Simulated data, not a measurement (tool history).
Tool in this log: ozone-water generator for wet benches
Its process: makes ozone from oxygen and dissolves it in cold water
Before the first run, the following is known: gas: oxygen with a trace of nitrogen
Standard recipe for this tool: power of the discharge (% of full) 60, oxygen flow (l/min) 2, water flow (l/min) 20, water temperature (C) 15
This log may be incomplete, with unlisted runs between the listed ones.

run    hour  power of the discharge (% of full)  oxygen flow (l/min)  water flow (l/min)  water temperature (C)  dissolved ozone (ppm)  ozone in the gas ahead of the water (g/m3)
  1       0                                  60                    2                  20                     15                   15.7                                       250.1
  2    36.2                                  94                    2                  20                     15                   19.5                                       312.8
  3    65.7                                  60                    2                  22                     15                   14.2                                       250.9
  4   104.6                                  60                    2                  22                     15                   14.2                                       250.6
  5   145.7                                  60                    2                  22                     15                   14.1                                       253.8
  6   178.5                                  60                    2                  22                     15                   14.2                                       254.1
  7   220.6                                  60                    2                  20                     15                   15.5                                       252.8
  8   270.4                                  60                    2                  20                     15                   15.4                                       255.3
  9   305.7                                  60                    2                  20                     15                   15.8                                       254.6
 10   328.7                                  60                    2                  20                     13                   15.8                                       256.8
 11   359.3                                  88                    2                  20                     15                   19.1                                       310.5
 12   395.3                                  88                    2                  20                     15                   18.8                                       310.9
 13   444.2                                  60                  1.9                  20                     15                   15.3                                       262.8
 14   472.9                                  60                  1.9                  20                     15                   15.4                                       262.6
 15   516.5                                  60                  1.9                  20                     15                   15.1                                       256.7
 16   540.1                                  60                  1.9                  20                     15                   15.6                                       256.7
 17   568.4                                  60                  1.9                  20                     15                   15.5                                       257.8
 18   590.8                                  60                 1.17                  20                     15                   12.6                                       320.8
 19     623                                  79                    2                  16                     15                   22.2                                       287.6
 20   646.4                                  79                    2                  16                     15                   21.9                                         292
 21     679                                  79                    2                  16                     15                   21.7                                       291.8
 22   715.1                                  86                 1.37                  15                     16                   21.7                                       363.9
 23   753.7                                  86                 2.47                  15                      8                   27.8                                       279.4
 24   800.9                                  66                 2.22                  25                     14                   13.5                                       255.7
 25   840.4                                  60                 2.76                  13                     15                     25                                       221.5
 26     881                                  78                 1.92                  29                      8                   12.5                                       295.5
 27   909.3                                  60                 1.93                  16                     10                   19.7                                       262.3
 28   938.5                                  54                    2                  20                     10                   15.4                                       242.6
 29   968.6                                  54                    2                  20                     10                   15.1                                       247.5
 30   999.3                                  47                    2                  20                      8                   14.6                                       228.1
 31  1023.2                                  57                    2                  18                     10                   17.4                                       250.6
 32  1070.3                                  57                    2                  18                     10                   17.6                                       251.8
 33  1096.2                                  61                    2                  29                     20                   10.6                                       261.4
 34  1141.6                                  48                    2                  29                      9                    9.8                                       231.8

Removed from this log: 1 entry logged between the listed runs. Between which two listed runs does each belong, and how does the tool's hidden state at the listed run before it compare with that at the listed run after it?
Between runs 14 and 15: gauge calibrated (hour 475.2)
  drift of the gauge itself on gas_g_m3, %: 2.7 -> 0.24
  measured result minus the result with no hidden state, ozone in the gas ahead of the water (g/m3): +6.8 -> +0.5

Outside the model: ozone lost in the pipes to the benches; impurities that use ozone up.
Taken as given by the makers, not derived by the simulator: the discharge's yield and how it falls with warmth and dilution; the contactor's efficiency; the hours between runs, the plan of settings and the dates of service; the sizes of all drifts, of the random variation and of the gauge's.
